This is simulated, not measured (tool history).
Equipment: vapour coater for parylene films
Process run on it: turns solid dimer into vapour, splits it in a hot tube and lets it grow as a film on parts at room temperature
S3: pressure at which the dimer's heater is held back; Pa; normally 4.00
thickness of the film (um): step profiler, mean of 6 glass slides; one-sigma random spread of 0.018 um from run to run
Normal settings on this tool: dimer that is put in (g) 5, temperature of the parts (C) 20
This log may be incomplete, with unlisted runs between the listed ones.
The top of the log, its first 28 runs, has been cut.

Run 29, hour 457.3: usual settings but dimer that is put in (g) 6, temperature of the parts (C) 21, S3 9.69 Pa. Result: thickness of the film (um) 2.87.
Run 30, hour 465.9: usual settings but temperature of the parts (C) 25, S3 11.23 Pa. Result: thickness of the film (um) 2.19.
Run 31, hour 483.6: usual settings but temperature of the parts (C) 30, S3 9.91 Pa. Result: thickness of the film (um) 2.02.
Run 32, hour 503.1: usual settings but dimer that is put in (g) 7, temperature of the parts (C) 31, S3 5.37 Pa. Result: thickness of the film (um) 2.98.
At hour 519.4: trap's valve overhauled.
Run 33, hour 522.8: usual settings but dimer that is put in (g) 3, S3 2.03 Pa. Result: thickness of the film (um) 2.03.
Run 34, hour 537.9: usual settings but dimer that is put in (g) 3, S3 2.03 Pa. Result: thickness of the film (um) 1.99.
Run 35, hour 550.4: usual settings but dimer that is put in (g) 3, S3 2.03 Pa. Result: thickness of the film (um) 2.03.
Run 36, hour 564.6: usual settings but temperature of the parts (C) 12, S3 2.61 Pa. Result: thickness of the film (um) 3.64.
Run 37, hour 577.0: usual settings but dimer that is put in (g) 3, temperature of the parts (C) 14, S3 2.61 Pa. Result: thickness of the film (um) 2.18.
Run 38, hour 594.5: usual settings but dimer that is put in (g) 8, temperature of the parts (C) 18, S3 2.05 Pa. Result: thickness of the film (um) 5.54.
Run 39, hour 608.8: usual settings but dimer that is put in (g) 2, temperature of the parts (C) 18, S3 2.11 Pa. Result: thickness of the film (um) 1.37.
Run 40, hour 628.5: usual settings but S3 6.44 Pa. Result: thickness of the film (um) 2.73.
Run 41, hour 637.6: usual settings but S3 10.43 Pa. Result: thickness of the film (um) 2.52.
Run 42, hour 647.6: usual settings but temperature of the parts (C) 26, S3 3.53 Pa. Result: thickness of the film (um) 2.66.
Run 43, hour 659.0: usual settings but temperature of the parts (C) 26, S3 3.53 Pa. Result: thickness of the film (um) 2.61.
Run 44, hour 679.0: usual settings but temperature of the parts (C) 27, S3 3.53 Pa. Result: thickness of the film (um) 2.61.
Run 45, hour 695.3: usual settings but dimer that is put in (g) 2, temperature of the parts (C) 18. Result: thickness of the film (um) 1.19.

Consider 4 possible next runs. They are alternatives, not a sequence: every one starts from the tool as it was left by run 45. What does each give?
Run A, hour 710.7: usual settings but dimer that is put in (g) 2, temperature of the parts (C) 12, S3 2.39 Pa. Result: thickness of the film (um) ?.
Run B, hour 710.7: usual settings but dimer that is put in (g) 8, S3 4.61 Pa. Result: thickness of the film (um) ?.
Run C, hour 710.7: usual settings but dimer that is put in (g) 2, temperature of the parts (C) 13. Result: thickness of the film (um) ?.
Run D, hour 710.7: usual settings but dimer that is put in (g) 3, temperature of the parts (C) 27, S3 5.94 Pa. Result: thickness of the film (um) ?.

run  thickness of the film (um)
  A                        1.41
  B                        4.56
  C                        1.34
  D                        1.41
What these runs would have given with no unlogged condition in the tool:
run  thickness of the film (um)
  A                        1.47
  B                        4.79
  C                        1.40
  D                        1.48
